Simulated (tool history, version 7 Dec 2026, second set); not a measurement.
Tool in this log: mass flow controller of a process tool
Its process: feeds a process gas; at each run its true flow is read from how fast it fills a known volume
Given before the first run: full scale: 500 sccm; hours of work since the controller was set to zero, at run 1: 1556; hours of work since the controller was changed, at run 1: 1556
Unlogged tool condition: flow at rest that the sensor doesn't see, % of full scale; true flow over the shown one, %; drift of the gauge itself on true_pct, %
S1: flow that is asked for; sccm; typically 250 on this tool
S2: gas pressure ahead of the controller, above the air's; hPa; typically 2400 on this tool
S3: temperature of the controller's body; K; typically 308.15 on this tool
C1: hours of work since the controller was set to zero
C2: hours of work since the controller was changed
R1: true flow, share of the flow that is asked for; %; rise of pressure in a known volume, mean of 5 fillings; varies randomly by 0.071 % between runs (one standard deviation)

Run 1, hour 0: usual settings; C1 1556; C2 1556. Result: R1 98.84 %.
Run 2, hour 74.2: usual settings; C1 1601; C2 1601. Result: R1 98.68 %.
Run 3, hour 126.7: usual settings but S2 1510 hPa; C1 1632; C2 1632. Result: R1 98.95 %.
Run 4, hour 179.7: usual settings but S1 101 sccm; C1 1664; C2 1664. Result: R1 96.87 %.
Run 5, hour 217.3: usual settings but S1 101 sccm; C1 1687; C2 1687. Result: R1 96.77 %.
Run 6, hour 260.5: usual settings but S1 54 sccm; C1 1713; C2 1713. Result: R1 94.96 %.
Run 7, hour 348.7: usual settings but S2 1970 hPa; C1 1766; C2 1766. Result: R1 98.66 %.
Run 8, hour 410.9: usual settings but S2 1970 hPa; C1 1803; C2 1803. Result: R1 98.68 %.
Run 9, hour 463.7: usual settings; C1 1835; C2 1835. Result: R1 98.58 %.
Run 10, hour 552.5: usual settings but S1 141 sccm; C1 1889; C2 1889. Result: R1 97.51 %.
Run 11, hour 608.8: usual settings but S1 141 sccm; C1 1922; C2 1922. Result: R1 97.44 %.
Run 12, hour 668.8: usual settings but S1 141 sccm; C1 1959; C2 1959. Result: R1 97.38 %.
Run 13, hour 741.1: usual settings; C1 2002; C2 2002. Result: R1 98.53 %.
Run 14, hour 777.5: usual settings; C1 2024; C2 2024. Result: R1 98.57 %.
Run 15, hour 851.7: usual settings; C1 2069; C2 2069. Result: R1 98.67 %.
Run 16, hour 927.7: usual settings; C1 2114; C2 2114. Result: R1 98.5 %.
Run 17, hour 1008.7: usual settings; C1 2163; C2 2163. Result: R1 98.46 %.
Run 18, hour 1058.5: usual settings; C1 2193; C2 2193. Result: R1 98.56 %.
Run 19, hour 1115: usual settings; C1 2227; C2 2227. Result: R1 98.36 %.
Run 20, hour 1193.7: usual settings but S2 1970 hPa; C1 2275; C2 2275. Result: R1 98.62 %.
Run 21, hour 1244.8: usual settings but S2 1460 hPa; C1 2305; C2 2305. Result: R1 98.56 %.

What does the tool deliver on the next run?
Run 22, hour 1284.5: usual settings; C1 2329; C2 2329. Result: R1 ?.

R1: 98.43 %
The same run, on a tool lacking any hidden state, would have yielded R1 99.48 %.
